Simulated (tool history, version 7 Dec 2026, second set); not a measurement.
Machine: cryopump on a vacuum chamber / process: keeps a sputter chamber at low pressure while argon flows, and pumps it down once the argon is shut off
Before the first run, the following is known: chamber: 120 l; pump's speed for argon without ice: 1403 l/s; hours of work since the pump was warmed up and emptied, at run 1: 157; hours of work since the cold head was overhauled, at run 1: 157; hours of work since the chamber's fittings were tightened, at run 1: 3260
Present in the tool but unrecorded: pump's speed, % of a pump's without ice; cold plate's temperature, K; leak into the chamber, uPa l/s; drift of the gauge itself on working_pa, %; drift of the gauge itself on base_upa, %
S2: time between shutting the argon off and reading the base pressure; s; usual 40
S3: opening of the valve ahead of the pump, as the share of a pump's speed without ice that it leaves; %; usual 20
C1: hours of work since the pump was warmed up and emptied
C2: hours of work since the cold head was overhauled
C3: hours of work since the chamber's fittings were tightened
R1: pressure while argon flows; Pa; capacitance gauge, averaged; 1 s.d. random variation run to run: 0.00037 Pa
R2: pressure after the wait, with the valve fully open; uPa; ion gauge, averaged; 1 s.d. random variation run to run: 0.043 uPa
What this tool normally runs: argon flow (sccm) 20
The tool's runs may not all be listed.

{"run": 1, "hour": 0.0, "argon flow (sccm)": 20, "S2": 40, "S3": 20, "C1": 157, "C2": 157, "C3": 3260, "R1": 0.1225, "R2": 3.31}
{"run": 2, "hour": 37.4, "argon flow (sccm)": 20, "S2": 40, "S3": 20, "C1": 176, "C2": 176, "C3": 3279, "R1": 0.1216, "R2": 3.32}
{"run": 3, "hour": 54.7, "argon flow (sccm)": 20, "S2": 40, "S3": 20, "C1": 185, "C2": 185, "C3": 3288, "R1": 0.1218, "R2": 3.37}
{"run": 4, "hour": 84.6, "argon flow (sccm)": 20, "S2": 40, "S3": 20, "C1": 201, "C2": 201, "C3": 3304, "R1": 0.1222, "R2": 3.39}
{"run": 5, "hour": 110.6, "argon flow (sccm)": 20, "S2": 40, "S3": 20, "C1": 215, "C2": 215, "C3": 3317, "R1": 0.1223, "R2": 3.44}
{"run": 6, "hour": 137.6, "argon flow (sccm)": 20, "S2": 40, "S3": 20, "C1": 229, "C2": 229, "C3": 3331, "R1": 0.1217, "R2": 3.37}
{"run": 7, "hour": 171.4, "argon flow (sccm)": 39, "S2": 40, "S3": 20, "C1": 246, "C2": 246, "C3": 3349, "R1": 0.2375, "R2": 3.38}
{"run": 8, "hour": 188.4, "argon flow (sccm)": 39, "S2": 40, "S3": 20, "C1": 255, "C2": 255, "C3": 3358, "R1": 0.2388, "R2": 3.48}
{"run": 9, "hour": 213.9, "argon flow (sccm)": 20, "S2": 24, "S3": 20, "C1": 268, "C2": 268, "C3": 3371, "R1": 0.1226, "R2": 5.07}
{"run": 10, "hour": 243.3, "argon flow (sccm)": 20, "S2": 24, "S3": 20, "C1": 284, "C2": 284, "C3": 3386, "R1": 0.1226, "R2": 4.91}
{"run": 11, "hour": 275.9, "argon flow (sccm)": 17, "S2": 203, "S3": 20, "C1": 301, "C2": 301, "C3": 3403, "R1": 0.1042, "R2": 1.64}
{"run": 12, "hour": 315.3, "argon flow (sccm)": 17, "S2": 203, "S3": 20, "C1": 321, "C2": 321, "C3": 3424, "R1": 0.1044, "R2": 1.56}

Estimate the outcome of run 13 from the log above:
{"hour": 321.9, "done": "leaking fittings of the chamber tightened, without venting"}
{"run": 13, "hour": 344.1, "argon flow (sccm)": 17, "S2": 25, "S3": 52, "C1": 335, "C2": 335, "C3": 12, "R1": "?", "R2": "?"}

R1: 0.0406 Pa
R2: 4 uPa
With the hidden condition absent and the run-to-run variation left alone, this run would have shown R1 0.0389 Pa, R2 3.97 uPa.

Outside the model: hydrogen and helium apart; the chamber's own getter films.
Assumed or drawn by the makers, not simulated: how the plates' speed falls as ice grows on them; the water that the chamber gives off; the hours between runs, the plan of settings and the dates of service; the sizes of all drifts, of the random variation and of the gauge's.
